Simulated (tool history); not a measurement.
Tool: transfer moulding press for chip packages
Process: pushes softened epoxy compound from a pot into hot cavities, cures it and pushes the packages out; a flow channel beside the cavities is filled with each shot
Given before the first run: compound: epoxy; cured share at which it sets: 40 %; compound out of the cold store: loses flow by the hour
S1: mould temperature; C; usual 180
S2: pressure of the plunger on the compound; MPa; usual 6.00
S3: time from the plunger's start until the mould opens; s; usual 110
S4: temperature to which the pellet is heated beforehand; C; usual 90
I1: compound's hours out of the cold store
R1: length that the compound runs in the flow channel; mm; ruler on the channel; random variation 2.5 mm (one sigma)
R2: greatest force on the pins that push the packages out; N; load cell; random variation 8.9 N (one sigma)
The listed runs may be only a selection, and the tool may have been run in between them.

run	hour	S1	S2	S3	S4	I1	R1	R2
1	0.0	180	6.00	110	90	14.0	1004	413
# hour 40.3: plunger's sealing rings changed
2	57.2	180	6.00	104	90	37.4	904	648
3	120.0	180	6.00	104	90	13.5	1021	851
# hour 130.3: cavities cleaned with cleaning compound and waxed
4	173.5	180	6.00	104	90	42.1	874	585
5	205.6	180	6.00	110	90	28.8	936	667
# hour 259.7: cavities cleaned with cleaning compound and waxed
6	272.1	180	6.00	110	90	37.5	891	471
7	333.3	180	5.39	148	90	32.3	867	626
8	381.3	180	6.03	110	90	25.6	945	745
# hour 385.5: cavities cleaned with cleaning compound and waxed
9	446.8	184	6.03	110	90	36.7	876	604
10	482.1	172	6.00	110	90	25.3	961	1051
# hour 488.4: plunger's sealing rings changed
# hour 515.1: cavities cleaned with cleaning compound and waxed
11	522.8	180	5.34	136	90	17.3	941	392

Some steps in R1 between neighbouring runs. How much of each would the tool show without its hidden state too (settings, what came in, random variation), and how much is left for the hidden state, with any gauge scatter that isn't in both results?
The tool's hidden condition here consists of: true mould temperature over the reading, C; pressure that reaches the compound, % of what is set; grip of the stained cavities, % over clean ones'; drift of the gauge itself on flow_mm, %; drift of the gauge itself on push_out_n, %.
Run 1 -> 2: S3 110 -> 104, plunger's sealing rings changed. R1 -100 mm: hidden state +25, all else -125.
Run 3 -> 4: cavities cleaned with cleaning compound and waxed. R1 -147 mm: hidden state -1, all else -146.
